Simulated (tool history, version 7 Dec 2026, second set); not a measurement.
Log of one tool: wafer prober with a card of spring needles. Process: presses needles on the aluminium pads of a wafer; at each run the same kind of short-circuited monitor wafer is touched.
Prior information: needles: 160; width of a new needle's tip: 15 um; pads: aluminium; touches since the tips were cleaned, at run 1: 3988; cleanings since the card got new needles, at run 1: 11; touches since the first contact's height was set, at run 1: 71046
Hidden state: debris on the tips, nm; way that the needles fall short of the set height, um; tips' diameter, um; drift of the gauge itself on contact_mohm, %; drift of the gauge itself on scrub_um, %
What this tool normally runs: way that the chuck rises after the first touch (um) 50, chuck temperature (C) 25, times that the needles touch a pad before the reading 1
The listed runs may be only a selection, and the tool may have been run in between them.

run	hour	way that the chuck rises after the first touch (um)	chuck temperature (C)	times that the needles touch a pad before the reading	touches since the tips were cleaned	cleanings since the card got new needles	touches since the first contact's height was set	resistance of one needle with its contact and lead (mohm)	way that a needle slides on the pad (um)
1	0.0	50	25	1	3988	11	71046	240	6.49
# hour 3.5: tips cleaned on abrasive film
2	13.8	50	25	1	3302	12	75451	235	6.57
# hour 19.9: tips cleaned on abrasive film
3	28.0	50	25	1	2611	13	80000	234	6.52
# hour 36.7: tips cleaned on abrasive film
4	39.6	50	25	1	937	14	83699	237	6.54
5	50.2	50	25	1	4343	14	87105	240	6.51
# hour 52.7: tips cleaned on abrasive film
6	60.2	50	25	1	2425	15	90275	238	6.51
# hour 68.3: tips cleaned on abrasive film
7	76.2	50	25	1	2520	16	95383	235	6.53
# hour 85.0: tips cleaned on abrasive film
8	89.0	50	25	1	1264	17	99460	236	6.50
# hour 101.6: tips cleaned on abrasive film
9	102.1	50	25	1	161	18	103671	232	6.48
# hour 117.8: tips cleaned on abrasive film
10	118.1	50	25	3	90	19	108772	236	6.54
11	132.1	53	25	1	4586	19	113268	238	6.85
# hour 134.3: tips cleaned on abrasive film
12	145.3	53	25	1	3518	20	117482	234	6.86
# hour 150.9: tips cleaned on abrasive film
13	155.4	53	25	1	1466	21	120713	235	6.87
14	165.7	53	32	1	4759	21	124006	234	6.85
# hour 166.8: tips cleaned on abrasive film
15	179.9	53	32	3	4209	22	128558	235	6.85
# hour 183.3: tips cleaned on abrasive film
16	194.1	48	25	1	3482	23	133095	238	6.17
# hour 200.2: tips cleaned on abrasive film
17	209.8	48	25	1	3082	24	138092	240	6.18
# hour 216.7: tips cleaned on abrasive film
18	216.7	53	63	2	5	25	140293	249	6.83
19	226.7	53	63	2	3204	25	143492	245	6.82
# hour 233.7: tips cleaned on abrasive film
20	237.5	47	37	2	1231	26	146943	243	6.10
21	246.4	47	30	2	4105	26	149817	239	6.03
# hour 250.2: tips cleaned on abrasive film
22	258.4	51	25	1	2624	27	153623	238	6.56
# hour 267.1: tips cleaned on abrasive film
23	269.8	32	25	1	878	28	157275	249	4.09
24	279.3	54	25	2	3911	28	160308	233	6.94
# hour 283.6: tips cleaned on abrasive film
25	287.8	54	25	2	1368	29	163039	237	6.92
26	297.9	53	93	2	4610	29	166281	257	6.79
# hour 299.7: tips cleaned on abrasive film
27	307.2	50	76	1	2427	30	169241	250	6.35
# hour 316.2: tips cleaned on abrasive film
28	322.5	53	29	1	2045	31	174128	237	6.77
# hour 333.0: tips cleaned on abrasive film
29	333.4	53	29	1	114	32	177591	235	6.73
30	341.0	50	49	1	2564	32	180041	241	6.35
# hour 349.5: tips cleaned on abrasive film
# hour 350.8: gauge calibrated
31	355.9	32	79	1	2068	33	184809	266	4.21
# hour 365.8: tips cleaned on abrasive film
32	366.8	51	42	2	342	34	188283	244	6.67
# hour 376.1: height of the first contact set anew
33	378.3	46	100	1	3939	34	703	261	6.03

How the hidden state differs across the entries between the runs, from the last listed run before each to the first after it:
In the gap between runs 1 and 2: tips cleaned on abrasive film (hour 3.5)
  drift of the gauge itself on scrub_um, %: 0 -> -0.11
  measured result minus the result with no hidden state, way that a needle slides on the pad (um): +0.00 -> +0.00
In the gap between runs 2 and 3: tips cleaned on abrasive film (hour 19.9)
  drift of the gauge itself on scrub_um, %: -0.11 -> -0.23
  measured result minus the result with no hidden state, way that a needle slides on the pad (um): +0.00 -> -0.01
In the gap between runs 3 and 4: tips cleaned on abrasive film (hour 36.7)
  debris on the tips, nm: 0.1 -> 0; drift of the gauge itself on scrub_um, %: -0.23 -> -0.33
  measured result minus the result with no hidden state, way that a needle slides on the pad (um): -0.01 -> -0.02
In the gap between runs 5 and 6: tips cleaned on abrasive film (hour 52.7)
  drift of the gauge itself on scrub_um, %: -0.42 -> -0.5
  measured result minus the result with no hidden state, way that a needle slides on the pad (um): -0.03 -> -0.04
In the gap between runs 6 and 7: tips cleaned on abrasive film (hour 68.3)
  drift of the gauge itself on scrub_um, %: -0.5 -> -0.63
  measured result minus the result with no hidden state, way that a needle slides on the pad (um): -0.04 -> -0.04
In the gap between runs 7 and 8: tips cleaned on abrasive film (hour 85.0)
  drift of the gauge itself on scrub_um, %: -0.63 -> -0.74
  measured result minus the result with no hidden state, way that a needle slides on the pad (um): -0.04 -> -0.05
In the gap between runs 8 and 9: tips cleaned on abrasive film (hour 101.6)
  debris on the tips, nm: 0.1 -> 0; drift of the gauge itself on scrub_um, %: -0.74 -> -0.85
  measured result minus the result with no hidden state, way that a needle slides on the pad (um): -0.05 -> -0.06
In the gap between runs 9 and 10: tips cleaned on abrasive film (hour 117.8)
  drift of the gauge itself on scrub_um, %: -0.85 -> -0.98
  measured result minus the result with no hidden state, way that a needle slides on the pad (um): -0.06 -> -0.07
In the gap between runs 11 and 12: tips cleaned on abrasive film (hour 134.3)
  drift of the gauge itself on scrub_um, %: -1.1 -> -1.2
  measured result minus the result with no hidden state, way that a needle slides on the pad (um): -0.08 -> -0.08
In the gap between runs 12 and 13: tips cleaned on abrasive film (hour 150.9)
  drift of the gauge itself on scrub_um, %: -1.2 -> -1.29
  measured result minus the result with no hidden state, way that a needle slides on the pad (um): -0.08 -> -0.09
In the gap between runs 14 and 15: tips cleaned on abrasive film (hour 166.8)
  drift of the gauge itself on scrub_um, %: -1.37 -> -1.49
  measured result minus the result with no hidden state, way that a needle slides on the pad (um): -0.09 -> -0.10
In the gap between runs 15 and 16: tips cleaned on abrasive film (hour 183.3)
  drift of the gauge itself on scrub_um, %: -1.49 -> -1.61
  measured result minus the result with no hidden state, way that a needle slides on the pad (um): -0.10 -> -0.11
In the gap between runs 16 and 17: tips cleaned on abrasive film (hour 200.2)
  drift of the gauge itself on scrub_um, %: -1.61 -> -1.74
  measured result minus the result with no hidden state, way that a needle slides on the pad (um): -0.11 -> -0.11
In the gap between runs 17 and 18: tips cleaned on abrasive film (hour 216.7)
  debris on the tips, nm: 0.1 -> 0; drift of the gauge itself on scrub_um, %: -1.74 -> -1.8
  measured result minus the result with no hidden state, way that a needle slides on the pad (um): -0.11 -> -0.13
In the gap between runs 19 and 20: tips cleaned on abrasive film (hour 233.7)
  drift of the gauge itself on scrub_um, %: -1.88 -> -1.97
  measured result minus the result with no hidden state, way that a needle slides on the pad (um): -0.13 -> -0.12
In the gap between runs 21 and 22: tips cleaned on abrasive film (hour 250.2)
  drift of the gauge itself on scrub_um, %: -2.04 -> -2.14
  measured result minus the result with no hidden state, way that a needle slides on the pad (um): -0.13 -> -0.15
In the gap between runs 22 and 23: tips cleaned on abrasive film (hour 267.1)
  debris on the tips, nm: 0.1 -> 0; drift of the gauge itself on scrub_um, %: -2.14 -> -2.24
  measured result minus the result with no hidden state, way that a needle slides on the pad (um): -0.15 -> -0.10
In the gap between runs 24 and 25: tips cleaned on abrasive film (hour 283.6)
  way that the needles fall short of the set height, um: 0 -> 0.01; drift of the gauge itself on scrub_um, %: -2.32 -> -2.39
  measured result minus the result with no hidden state, way that a needle slides on the pad (um): -0.16 -> -0.17
In the gap between runs 26 and 27: tips cleaned on abrasive film (hour 299.7)
  drift of the gauge itself on scrub_um, %: -2.47 -> -2.55
  measured result minus the result with no hidden state, way that a needle slides on the pad (um): -0.17 -> -0.17
In the gap between runs 27 and 28: tips cleaned on abrasive film (hour 316.2)
  drift of the gauge itself on scrub_um, %: -2.55 -> -2.67
  measured result minus the result with no hidden state, way that a needle slides on the pad (um): -0.17 -> -0.19
In the gap between runs 28 and 29: tips cleaned on abrasive film (hour 333.0)
  debris on the tips, nm: 0.1 -> 0; drift of the gauge itself on scrub_um, %: -2.67 -> -2.76
  measured result minus the result with no hidden state, way that a needle slides on the pad (um): -0.19 -> -0.19
In the gap between runs 30 and 31: tips cleaned on abrasive film (hour 349.5); gauge calibrated (hour 350.8)
  drift of the gauge itself on scrub_um, %: -2.83 -> -0.04
  measured result minus the result with no hidden state, way that a needle slides on the pad (um): -0.18 -> +0.00
In the gap between runs 31 and 32: tips cleaned on abrasive film (hour 365.8)
  debris on the tips, nm: 0.1 -> 0; drift of the gauge itself on scrub_um, %: -0.04 -> -0.13
  measured result minus the result with no hidden state, way that a needle slides on the pad (um): +0.00 -> -0.01
In the gap between runs 32 and 33: height of the first contact set anew (hour 376.1)
  debris on the tips, nm: 0 -> 0.1; way that the needles fall short of the set height, um: 0.01 -> 0; drift of the gauge itself on scrub_um, %: -0.13 -> -0.23
  measured result minus the result with no hidden state, way that a needle slides on the pad (um): -0.01 -> -0.01

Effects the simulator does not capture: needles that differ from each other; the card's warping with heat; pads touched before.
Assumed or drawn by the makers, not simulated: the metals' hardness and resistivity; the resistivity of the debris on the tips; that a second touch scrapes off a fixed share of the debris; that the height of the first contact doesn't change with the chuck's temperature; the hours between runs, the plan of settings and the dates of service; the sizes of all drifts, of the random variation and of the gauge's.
